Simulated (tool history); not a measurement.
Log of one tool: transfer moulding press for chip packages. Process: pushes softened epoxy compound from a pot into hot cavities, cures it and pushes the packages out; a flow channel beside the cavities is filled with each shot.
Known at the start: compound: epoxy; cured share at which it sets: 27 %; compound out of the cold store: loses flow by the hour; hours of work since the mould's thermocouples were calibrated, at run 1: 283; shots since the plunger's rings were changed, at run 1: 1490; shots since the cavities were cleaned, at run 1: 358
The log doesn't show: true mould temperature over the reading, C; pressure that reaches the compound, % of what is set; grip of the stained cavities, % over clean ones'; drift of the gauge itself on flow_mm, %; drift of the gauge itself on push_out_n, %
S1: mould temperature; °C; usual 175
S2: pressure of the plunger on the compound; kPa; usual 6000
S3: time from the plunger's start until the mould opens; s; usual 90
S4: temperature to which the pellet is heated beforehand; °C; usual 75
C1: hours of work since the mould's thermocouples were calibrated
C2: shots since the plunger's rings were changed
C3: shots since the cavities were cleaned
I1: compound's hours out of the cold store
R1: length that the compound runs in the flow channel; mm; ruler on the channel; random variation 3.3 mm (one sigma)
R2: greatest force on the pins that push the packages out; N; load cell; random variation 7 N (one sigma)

run	hour	S1	S2	S3	S4	C1	C2	C3	I1	R1	R2
1	0.0	175	6000	90	75	283	1490	358	25.1	966	285
2	7.9	175	6000	90	75	288	1583	451	18.5	1014	295
3	17.7	175	6000	90	75	294	1696	564	8.8	1094	291
4	29.2	175	6000	90	75	301	1832	700	39.8	865	291
5	36.8	175	6000	90	75	305	1920	788	46.7	822	287
6	44.3	175	6000	90	75	310	2008	876	33.2	914	284
# hour 54.6: cavities cleaned with cleaning compound and waxed
7	55.2	175	6000	90	75	316	2117	7	9.4	1085	308
8	67.6	175	6000	90	75	323	2262	152	9.1	1091	289
9	75.6	175	6000	90	75	328	2356	246	8.8	1093	301
10	89.5	178	6000	90	75	337	2518	408	35.5	889	287
11	103.0	178	6000	90	75	345	2676	566	20.4	986	282
12	111.8	178	6000	90	75	351	2779	669	11.7	1067	285
13	119.8	178	6000	90	70	355	2871	761	13.5	1051	271
14	125.5	178	6000	87	70	359	2938	828	21.9	979	287
15	135.9	175	6000	90	75	365	3060	950	33.8	904	294
# hour 139.2: plunger's sealing rings changed
# hour 142.7: cavities cleaned with cleaning compound and waxed
16	147.6	175	6050	99	74	370	80	57	16.7	1036	276
17	157.8	173	6050	71	69	376	199	176	45.9	836	395
18	169.5	175	5700	84	71	384	336	313	20.9	978	299
19	177.0	178	6000	90	75	388	424	401	34.0	896	284
20	182.9	169	6560	120	78	392	493	470	43.9	892	290
21	191.5	175	4760	105	75	397	593	570	43.4	752	275
22	201.2	172	5350	95	75	403	706	683	32.5	870	302
23	214.3	172	5350	95	67	411	859	836	26.7	908	298
24	223.4	172	5350	95	67	417	965	942	13.8	1005	320
# hour 227.8: cavities cleaned with cleaning compound and waxed
25	233.6	172	5350	95	67	422	1067	67	14.3	1004	303
26	242.1	172	5350	95	67	427	1166	166	11.0	1025	308
27	255.2	175	6000	80	75	435	1320	320	9.1	1095	327
28	266.4	171	5680	93	75	442	1449	449	31.3	911	309
29	273.2	177	5080	85	73	446	1529	529	11.1	979	285

4 ways to go on from here, each from the tool as it stands after run 29. What would each give?
A	279.2	173	6000	90	75	450	1599	599	15.0	?	?
B	279.2	176	5080	85	73	450	1599	599	42.7	?	?
C	279.2	171	5080	116	80	450	1599	599	9.6	?	?
D	279.2	179	6920	85	73	450	1599	599	21.1	?	?

run	R1	R2
A	1058	301
B	778	291
C	1016	270
D	1055	272
Without the tool's hidden state the same runs would have given:
run	R1	R2
A	1058	297
B	778	287
C	1016	267
D	1055	269
